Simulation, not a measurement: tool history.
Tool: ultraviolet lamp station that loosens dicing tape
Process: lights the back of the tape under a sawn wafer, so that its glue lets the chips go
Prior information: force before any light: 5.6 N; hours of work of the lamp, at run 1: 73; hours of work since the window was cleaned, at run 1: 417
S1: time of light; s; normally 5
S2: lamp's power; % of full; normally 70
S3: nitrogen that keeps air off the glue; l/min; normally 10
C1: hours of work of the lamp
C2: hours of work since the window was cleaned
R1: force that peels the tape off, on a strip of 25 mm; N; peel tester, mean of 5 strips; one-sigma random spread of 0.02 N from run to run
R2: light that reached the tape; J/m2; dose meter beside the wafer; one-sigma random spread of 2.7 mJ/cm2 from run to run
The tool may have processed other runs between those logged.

run     day  S1  S2  S3   C1   C2     R1    R2
  1   0.000   5  70  10   73  417  1.158  3330
  2   0.254   5  70  10   76  421  1.175  3320
  3   0.658   5  70  10   82  426  1.166  3360
  4   0.896   5  70   6   85  430  1.454  3370
  5   1.471   5  70  10   93  438  1.167  3370
  6   1.829   5  70  10   98  443  1.154  3290
  7   2.221   5  70  10  104  448  1.160  3320
  8   2.467   8  70  10  107  452  0.587  5320
  9   2.712   8  70  10  111  455  0.559  5240
 10   3.050   8  70  10  115  460  0.588  5260
 11   3.350   5  70  10  120  464  1.280  3300
 12   3.771   5  70  16  125  470  0.997  3290
 13   4.179   5  70  10  131  476  1.189  3270
 14   4.725   5  70   4  139  483  1.728  3260
 15   5.233   5  63  10  146  491  1.430  2970
 16   5.658   5  63  10  152  497  1.371  2920
 17   5.896   8  63  10  155  500  0.702  4640
 18   6.325   2  70  10  161  506  2.870  1280
 19   6.675   5  70  10  166  511  1.185  3250
 20   7.225   5  70   5  174  518  1.648  3230
 21   7.742   5  70   4  181  526  1.683  3180
      7.808  -- window cleaned of glue's vapour
 22   8.250   5  70   4  188    6  1.870  3030
 23   8.550   5  70   4  192   10  1.902  2980
 24   9.058   5  70   4  199   18  1.838  3040
 25   9.608   8  63  10  207   25  0.788  4300
     10.104  -- window cleaned of glue's vapour, once more
 26  10.129   8  63  10  214    0  0.619  5000
 27  10.700   8  70   5  222    8  0.728  5600
 28  11.125   5  78   9  228   14  0.955  3920
 29  11.625   3  70   8  235   21  2.091  2090
 30  11.871   4  89   8  238   25  1.194  3520
 31  12.146   6  89   5  242   29  0.793  5330
 32  12.529   6  89   5  248   34  0.815  5330
 33  12.958   4  65   4  254   40  2.184  2570
 34  13.425   4  65   4  260   47  2.163  2550
 35  13.888  10  89   5  267   53  0.369  8690
 36  14.279   7  86  15  272   59  0.437  5900
 37  14.721   7  86  15  278   65  0.419  5910
 38  15.175   2  86  13  285   71  2.264  1660
 39  15.650   2  86  13  291   78  2.408  1680
 40  16.129   4  66   7  298   84  1.807  2600
 41  16.517   4  66  16  303   90  1.441  2530
 42  16.804   3  70  12  308   94  1.910  2060
 43  17.383   2  82   3  316  102  3.228  1570

Forecast each of these 4 alternatives for the next run:
  A  17.783   6  70   7  321  108   ?   ?
  B  17.783   3  70  10  321  108   ?   ?
  C  17.783   7  79   3  321  108   ?   ?
  D  17.783   7  70  10  321  108   ?   ?

run     R1    R2
  A  1.085  4020
  B  2.088  2020
  C  1.019  5230
  D  0.682  4620
Without the tool's hidden state the same runs would have given:
run     R1    R2
  A  0.909  4520
  B  1.860  2270
  C  0.852  5890
  D  0.563  5200
